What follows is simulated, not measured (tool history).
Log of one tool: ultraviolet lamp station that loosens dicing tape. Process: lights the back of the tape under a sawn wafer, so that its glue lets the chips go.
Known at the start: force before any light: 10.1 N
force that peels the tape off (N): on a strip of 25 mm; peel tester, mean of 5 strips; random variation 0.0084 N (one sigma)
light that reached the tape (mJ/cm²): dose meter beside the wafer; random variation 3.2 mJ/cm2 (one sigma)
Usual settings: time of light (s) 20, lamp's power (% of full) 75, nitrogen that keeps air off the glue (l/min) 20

run	hour	time of light (s)	lamp's power (% of full)	nitrogen that keeps air off the glue (l/min)	force that peels the tape off (N)	light that reached the tape (mJ/cm²)
1	0.0	20	75	20	0.767	359
2	82.2	20	75	20	1.000	323
3	155.5	20	75	20	1.083	312
4	205.8	20	75	20	1.112	303
5	291.2	20	75	20	0.359	477
6	335.8	20	75	20	0.380	467
7	378.2	16	75	20	0.705	372
8	454.5	16	75	20	0.767	361
9	505.3	20	79	20	0.393	461
10	581.2	20	79	20	0.406	456
11	629.3	20	79	20	0.435	438
12	680.9	20	79	20	0.443	436
13	726.1	20	79	20	0.481	427
14	783.0	20	79	20	0.511	420
15	869.5	20	79	20	0.581	404
16	948.9	20	79	20	0.594	392
17	986.4	20	79	20	0.644	392
18	1068.7	20	79	20	0.458	438
19	1136.9	14	75	20	1.315	285
20	1193.9	20	75	20	0.614	404
21	1248.6	20	75	20	0.656	389
22	1297.5	20	75	20	0.649	376
23	1347.2	20	75	20	0.683	380
24	1436.3	39	91	26	0.077	872
25	1496.2	39	91	26	0.075	845
26	1540.9	20	75	31	0.638	355
27	1613.7	20	75	31	0.674	336
28	1669.7	20	75	31	0.363	426
29	1744.2	23	63	17	0.654	401
30	1782.8	18	82	6	1.349	403
31	1867.9	14	75	13	1.255	327
32	1940.2	13	75	13	1.512	296
33	2005.6	13	75	13	1.586	286
34	2079.2	11	64	24	2.085	204
35	2139.5	11	64	24	2.273	197
36	2204.6	11	64	24	2.290	197
37	2287.1	11	64	24	2.332	190
38	2354.0	25	81	7	0.643	529
39	2406.8	13	67	7	3.108	226
40	2463.1	17	75	20	1.009	323
41	2532.2	17	75	20	1.036	307
42	2581.5	17	75	20	1.163	302
43	2633.8	17	75	20	0.812	349
44	2672.6	17	75	20	0.877	343

Taken out of this log: 7 entries between the listed runs. Where each belongs, and how the hidden state differs across it:
Between runs 1 and 2: window cleaned of glue's vapour (hour 82.2)
  lamp's light, % of a new lamp's: 83 -> 81.9; light that the window lets through, % of a clean one's: 88.2 -> 80.1
  measured less the result without the state, force that peels the tape off (N): +0.438 -> +0.661; light that reached the tape (mJ/cm²): -130 -> -169
Between runs 4 and 5: lamp changed (hour 228.6); window cleaned of glue's vapour, once more (hour 267.8)
  lamp's light, % of a new lamp's: 80 -> 98; light that the window lets through, % of a clean one's: 77.8 -> 99.3
  measured less the result without the state, force that peels the tape off (N): +0.777 -> +0.027; light that reached the tape (mJ/cm²): -183 -> -13
Between runs 17 and 18: window cleaned of glue's vapour (hour 1041.8)
  lamp's light, % of a new lamp's: 87.3 -> 86.2; light that the window lets through, % of a clean one's: 86.3 -> 99.2
  measured less the result without the state, force that peels the tape off (N): +0.351 -> +0.166; light that reached the tape (mJ/cm²): -127 -> -74
Between runs 27 and 28: lamp changed (hour 1665.8)
  lamp's light, % of a new lamp's: 78 -> 99.5; light that the window lets through, % of a clean one's: 89.1 -> 88
  measured less the result without the state, force that peels the tape off (N): +0.430 -> +0.114; light that reached the tape (mJ/cm²): -148 -> -61
Between runs 30 and 31: window cleaned of glue's vapour (hour 1816.6)
  lamp's light, % of a new lamp's: 97.8 -> 96.4; light that the window lets through, % of a clean one's: 86 -> 98.8
  measured less the result without the state, force that peels the tape off (N): +0.417 -> +0.121; light that reached the tape (mJ/cm²): -76 -> -16
Between runs 42 and 43: window cleaned of glue's vapour (hour 2590.8)
  lamp's light, % of a new lamp's: 85.5 -> 84.8; light that the window lets through, % of a clean one's: 85.4 -> 99
  measured less the result without the state, force that peels the tape off (N): +0.618 -> +0.293; light that reached the tape (mJ/cm²): -112 -> -66
